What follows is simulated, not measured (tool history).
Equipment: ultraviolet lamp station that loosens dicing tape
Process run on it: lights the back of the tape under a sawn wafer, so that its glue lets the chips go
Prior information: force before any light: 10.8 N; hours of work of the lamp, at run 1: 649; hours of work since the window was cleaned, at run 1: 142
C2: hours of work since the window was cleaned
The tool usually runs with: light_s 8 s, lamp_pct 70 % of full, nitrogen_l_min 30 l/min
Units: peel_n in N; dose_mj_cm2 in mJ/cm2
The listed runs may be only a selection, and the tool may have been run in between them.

{"run": 1, "hour": 0.0, "light_s": 8, "lamp_pct": 70, "nitrogen_l_min": 30, "hours of work of the lamp": 649, "C2": 142, "peel_n": 0.699, "dose_mj_cm2": 482}
{"run": 2, "hour": 59.5, "light_s": 8, "lamp_pct": 70, "nitrogen_l_min": 30, "hours of work of the lamp": 683, "C2": 176, "peel_n": 0.714, "dose_mj_cm2": 482}
{"run": 3, "hour": 138.8, "light_s": 8, "lamp_pct": 70, "nitrogen_l_min": 30, "hours of work of the lamp": 729, "C2": 222, "peel_n": 0.725, "dose_mj_cm2": 483}
{"run": 4, "hour": 208.1, "light_s": 8, "lamp_pct": 70, "nitrogen_l_min": 30, "hours of work of the lamp": 769, "C2": 261, "peel_n": 0.714, "dose_mj_cm2": 486}
{"hour": 218.3, "done": "window cleaned of glue's vapour"}
{"run": 5, "hour": 261.7, "light_s": 8, "lamp_pct": 70, "nitrogen_l_min": 30, "hours of work of the lamp": 799, "C2": 25, "peel_n": 0.694, "dose_mj_cm2": 478}
{"hour": 290.5, "done": "lamp changed"}
{"run": 6, "hour": 331.5, "light_s": 8, "lamp_pct": 70, "nitrogen_l_min": 30, "hours of work of the lamp": 24, "C2": 65, "peel_n": 0.693, "dose_mj_cm2": 481}
{"run": 7, "hour": 433.6, "light_s": 8, "lamp_pct": 70, "nitrogen_l_min": 30, "hours of work of the lamp": 82, "C2": 123, "peel_n": 0.729, "dose_mj_cm2": 483}
{"run": 8, "hour": 485.9, "light_s": 8, "lamp_pct": 70, "nitrogen_l_min": 30, "hours of work of the lamp": 112, "C2": 153, "peel_n": 0.72, "dose_mj_cm2": 483}
{"run": 9, "hour": 571.5, "light_s": 8, "lamp_pct": 83, "nitrogen_l_min": 30, "hours of work of the lamp": 162, "C2": 203, "peel_n": 0.495, "dose_mj_cm2": 573}
{"run": 10, "hour": 640.3, "light_s": 8, "lamp_pct": 83, "nitrogen_l_min": 30, "hours of work of the lamp": 201, "C2": 242, "peel_n": 0.483, "dose_mj_cm2": 569}
{"hour": 676.0, "done": "window cleaned of glue's vapour"}
{"run": 11, "hour": 725.3, "light_s": 8, "lamp_pct": 83, "nitrogen_l_min": 30, "hours of work of the lamp": 250, "C2": 28, "peel_n": 0.46, "dose_mj_cm2": 570}
{"run": 12, "hour": 822.4, "light_s": 8, "lamp_pct": 83, "nitrogen_l_min": 30, "hours of work of the lamp": 306, "C2": 84, "peel_n": 0.463, "dose_mj_cm2": 564}
{"run": 13, "hour": 906.4, "light_s": 8, "lamp_pct": 94, "nitrogen_l_min": 30, "hours of work of the lamp": 354, "C2": 133, "peel_n": 0.354, "dose_mj_cm2": 642}
{"run": 14, "hour": 965.6, "light_s": 8, "lamp_pct": 94, "nitrogen_l_min": 30, "hours of work of the lamp": 388, "C2": 167, "peel_n": 0.358, "dose_mj_cm2": 642}
{"run": 15, "hour": 1022.8, "light_s": 8, "lamp_pct": 94, "nitrogen_l_min": 30, "hours of work of the lamp": 421, "C2": 199, "peel_n": 0.358, "dose_mj_cm2": 644}
{"run": 16, "hour": 1117.7, "light_s": 8, "lamp_pct": 70, "nitrogen_l_min": 21, "hours of work of the lamp": 475, "C2": 254, "peel_n": 0.931, "dose_mj_cm2": 482}
{"hour": 1137.0, "done": "window cleaned of glue's vapour"}
{"run": 17, "hour": 1168.5, "light_s": 8, "lamp_pct": 70, "nitrogen_l_min": 20, "hours of work of the lamp": 504, "C2": 18, "peel_n": 0.947, "dose_mj_cm2": 480}
{"run": 18, "hour": 1226.1, "light_s": 8, "lamp_pct": 70, "nitrogen_l_min": 20, "hours of work of the lamp": 538, "C2": 51, "peel_n": 0.946, "dose_mj_cm2": 486}
{"run": 19, "hour": 1271.2, "light_s": 8, "lamp_pct": 70, "nitrogen_l_min": 20, "hours of work of the lamp": 564, "C2": 77, "peel_n": 0.942, "dose_mj_cm2": 482}
{"run": 20, "hour": 1324.4, "light_s": 15, "lamp_pct": 70, "nitrogen_l_min": 30, "hours of work of the lamp": 594, "C2": 108, "peel_n": 0.205, "dose_mj_cm2": 908}
{"run": 21, "hour": 1382.5, "light_s": 11, "lamp_pct": 70, "nitrogen_l_min": 30, "hours of work of the lamp": 628, "C2": 141, "peel_n": 0.341, "dose_mj_cm2": 660}
{"run": 22, "hour": 1478.8, "light_s": 11, "lamp_pct": 70, "nitrogen_l_min": 30, "hours of work of the lamp": 683, "C2": 197, "peel_n": 0.346, "dose_mj_cm2": 665}
{"run": 23, "hour": 1553.7, "light_s": 7, "lamp_pct": 66, "nitrogen_l_min": 32, "hours of work of the lamp": 726, "C2": 240, "peel_n": 1.051, "dose_mj_cm2": 393}
{"hour": 1594.8, "done": "window cleaned of glue's vapour"}
{"run": 24, "hour": 1633.5, "light_s": 6, "lamp_pct": 75, "nitrogen_l_min": 21, "hours of work of the lamp": 772, "C2": 22, "peel_n": 1.449, "dose_mj_cm2": 389}
{"run": 25, "hour": 1695.3, "light_s": 7, "lamp_pct": 85, "nitrogen_l_min": 50, "hours of work of the lamp": 807, "C2": 58, "peel_n": 0.443, "dose_mj_cm2": 509}
{"hour": 1713.0, "done": "lamp changed"}
{"run": 26, "hour": 1799.0, "light_s": 9, "lamp_pct": 71, "nitrogen_l_min": 40, "hours of work of the lamp": 49, "C2": 117, "peel_n": 0.407, "dose_mj_cm2": 554}
{"run": 27, "hour": 1878.3, "light_s": 7, "lamp_pct": 93, "nitrogen_l_min": 14, "hours of work of the lamp": 95, "C2": 162, "peel_n": 0.869, "dose_mj_cm2": 559}
{"run": 28, "hour": 1925.5, "light_s": 7, "lamp_pct": 93, "nitrogen_l_min": 14, "hours of work of the lamp": 122, "C2": 190, "peel_n": 0.847, "dose_mj_cm2": 557}
{"run": 29, "hour": 2025.9, "light_s": 5, "lamp_pct": 70, "nitrogen_l_min": 30, "hours of work of the lamp": 180, "C2": 247, "peel_n": 1.872, "dose_mj_cm2": 298}
{"hour": 2057.1, "done": "window cleaned of glue's vapour"}
{"run": 30, "hour": 2096.9, "light_s": 6, "lamp_pct": 76, "nitrogen_l_min": 14, "hours of work of the lamp": 221, "C2": 23, "peel_n": 1.724, "dose_mj_cm2": 392}
{"run": 31, "hour": 2190.0, "light_s": 6, "lamp_pct": 76, "nitrogen_l_min": 14, "hours of work of the lamp": 274, "C2": 76, "peel_n": 1.799, "dose_mj_cm2": 390}
{"run": 32, "hour": 2252.6, "light_s": 8, "lamp_pct": 77, "nitrogen_l_min": 17, "hours of work of the lamp": 310, "C2": 112, "peel_n": 0.847, "dose_mj_cm2": 531}
{"run": 33, "hour": 2317.8, "light_s": 8, "lamp_pct": 75, "nitrogen_l_min": 30, "hours of work of the lamp": 348, "C2": 150, "peel_n": 0.613, "dose_mj_cm2": 509}
{"run": 34, "hour": 2404.2, "light_s": 8, "lamp_pct": 75, "nitrogen_l_min": 30, "hours of work of the lamp": 397, "C2": 200, "peel_n": 0.614, "dose_mj_cm2": 516}
{"run": 35, "hour": 2446.2, "light_s": 8, "lamp_pct": 75, "nitrogen_l_min": 30, "hours of work of the lamp": 421, "C2": 224, "peel_n": 0.611, "dose_mj_cm2": 514}
{"hour": 2513.6, "done": "window cleaned of glue's vapour"}
{"run": 36, "hour": 2530.1, "light_s": 6, "lamp_pct": 83, "nitrogen_l_min": 10, "hours of work of the lamp": 469, "C2": 9, "peel_n": 1.841, "dose_mj_cm2": 430}
{"run": 37, "hour": 2610.6, "light_s": 16, "lamp_pct": 71, "nitrogen_l_min": 59, "hours of work of the lamp": 516, "C2": 56, "peel_n": 0.15, "dose_mj_cm2": 973}

Estimate the outcome of run 38 from the log above:
{"run": 38, "hour": 2705.9, "light_s": 8, "lamp_pct": 71, "nitrogen_l_min": 59, "hours of work of the lamp": 571, "C2": 111, "peel_n": "?", "dose_mj_cm2": "?"}

peel_n: 0.461 N
dose_mj_cm2: 482 mJ/cm2
Without the tool's hidden state the same run would have given peel_n 0.459 N, dose_mj_cm2 483 mJ/cm2.
